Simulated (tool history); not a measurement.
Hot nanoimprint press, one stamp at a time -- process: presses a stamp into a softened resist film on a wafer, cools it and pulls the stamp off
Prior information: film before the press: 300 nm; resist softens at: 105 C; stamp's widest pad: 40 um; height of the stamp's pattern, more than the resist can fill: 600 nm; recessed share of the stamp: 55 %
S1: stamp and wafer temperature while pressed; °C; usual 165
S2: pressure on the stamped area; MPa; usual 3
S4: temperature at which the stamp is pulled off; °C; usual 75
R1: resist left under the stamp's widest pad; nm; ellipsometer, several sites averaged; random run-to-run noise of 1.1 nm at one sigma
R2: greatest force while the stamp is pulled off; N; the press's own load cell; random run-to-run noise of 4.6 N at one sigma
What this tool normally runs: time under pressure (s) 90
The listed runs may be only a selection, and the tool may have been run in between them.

Run 1, hour 0: usual settings. Result: R1 170.5 nm, R2 265 N.
Run 2, hour 8.3: usual settings. Result: R1 173.1 nm, R2 264 N.
Run 3, hour 15.6: usual settings. Result: R1 171.4 nm, R2 269 N.
Run 4, hour 26.5: usual settings but S1 173 °C. Result: R1 118 nm, R2 272 N.
Run 5, hour 43.1: usual settings. Result: R1 171.6 nm, R2 281 N.
Run 6, hour 52.5: usual settings. Result: R1 171.9 nm, R2 280 N.
Run 7, hour 65.6: usual settings. Result: R1 172.8 nm, R2 280 N.
Run 8, hour 76.1: usual settings but S1 168 °C. Result: R1 149.2 nm, R2 288 N.
Run 9, hour 89.4: usual settings but S2 1.91 MPa. Result: R1 209.8 nm, R2 277 N.
At hour 93.4: plate thermocouple calibrated.
Run 10, hour 109.8: usual settings but S2 1.91 MPa, time under pressure (s) 145. Result: R1 187.3 nm, R2 284 N.
Run 11, hour 125.5: usual settings but S2 3.42 MPa. Result: R1 163.5 nm, R2 298 N.
Run 12, hour 133.2: usual settings. Result: R1 175.8 nm, R2 288 N.
Run 13, hour 141.2: usual settings. Result: R1 172.9 nm, R2 277 N.
Run 14, hour 158.1: usual settings but S2 3.28 MPa. Result: R1 165.2 nm, R2 290 N.
Run 15, hour 165.5: usual settings but S2 3.28 MPa. Result: R1 167 nm, R2 281 N.
At hour 173.5: plate thermocouple calibrated, once more.
Run 16, hour 176.5: usual settings but S1 161 °C, S2 3.23 MPa. Result: R1 202.9 nm, R2 296 N.
Run 17, hour 184.3: usual settings but S1 161 °C, S2 3.23 MPa, time under pressure (s) 49. Result: R1 231.9 nm, R2 296 N.
Run 18, hour 192.9: usual settings but S1 154 °C, S2 3.23 MPa, time under pressure (s) 53. Result: R1 269.8 nm, R2 302 N.
Run 19, hour 203.4: usual settings but S1 154 °C, S2 3.23 MPa, time under pressure (s) 53. Result: R1 270.4 nm, R2 305 N.
Run 20, hour 214.2: usual settings but S1 176 °C, S2 3.23 MPa, time under pressure (s) 85. Result: R1 101.5 nm, R2 308 N.
Run 21, hour 223.5: usual settings but S2 2.51 MPa, time under pressure (s) 55, S4 68 °C. Result: R1 216.3 nm, R2 344 N.
Run 22, hour 238: usual settings but S1 171 °C, time under pressure (s) 53. Result: R1 159.6 nm, R2 298 N.
Run 23, hour 248: usual settings but S1 172 °C, time under pressure (s) 133. Result: R1 111.2 nm, R2 314 N.
At hour 266.3: stamp cleaned and given a new release coat.
Run 24, hour 270.4: usual settings but S1 169 °C, S2 2.29 MPa, time under pressure (s) 133, S4 76 °C. Result: R1 147.7 nm, R2 224 N.
Run 25, hour 286.2: usual settings but S1 169 °C, S2 2.29 MPa, time under pressure (s) 86, S4 70 °C. Result: R1 170.9 nm, R2 244 N.
Run 26, hour 302.8: usual settings but S1 166 °C, S2 2.29 MPa, time under pressure (s) 86, S4 81 °C. Result: R1 193.7 nm, R2 212 N.
Run 27, hour 320.3: usual settings but S1 172 °C, S2 3.33 MPa. Result: R1 120.6 nm, R2 239 N.
Run 28, hour 334.3: usual settings but S1 172 °C, S2 3.33 MPa. Result: R1 119 nm, R2 231 N.
Run 29, hour 349.4: usual settings but S2 2.88 MPa, time under pressure (s) 133, S4 64 °C. Result: R1 162 nm, R2 271 N.
Run 30, hour 366.1: usual settings but S2 2.88 MPa, time under pressure (s) 133, S4 64 °C. Result: R1 159.5 nm, R2 276 N.

Each row is a separate what-if for the run after 30, all from the same tool condition, not one after another. Results?
Run A, hour 381.6: usual settings but time under pressure (s) 70. Result: R1 ?, R2 ?.
Run B, hour 381.6: usual settings but S1 166 °C, S2 2.45 MPa, time under pressure (s) 133. Result: R1 ?, R2 ?.
Run C, hour 381.6: usual settings but S2 2.88 MPa, S4 64 °C. Result: R1 ?, R2 ?.

run     R1   R2
  A  190.7  242
  B  167.2  241
  C    180  269
Had the tool no hidden state, the same runs would have come out as:
run     R1   R2
  A  183.5  223
  B  160.7  221
  C  172.9  247

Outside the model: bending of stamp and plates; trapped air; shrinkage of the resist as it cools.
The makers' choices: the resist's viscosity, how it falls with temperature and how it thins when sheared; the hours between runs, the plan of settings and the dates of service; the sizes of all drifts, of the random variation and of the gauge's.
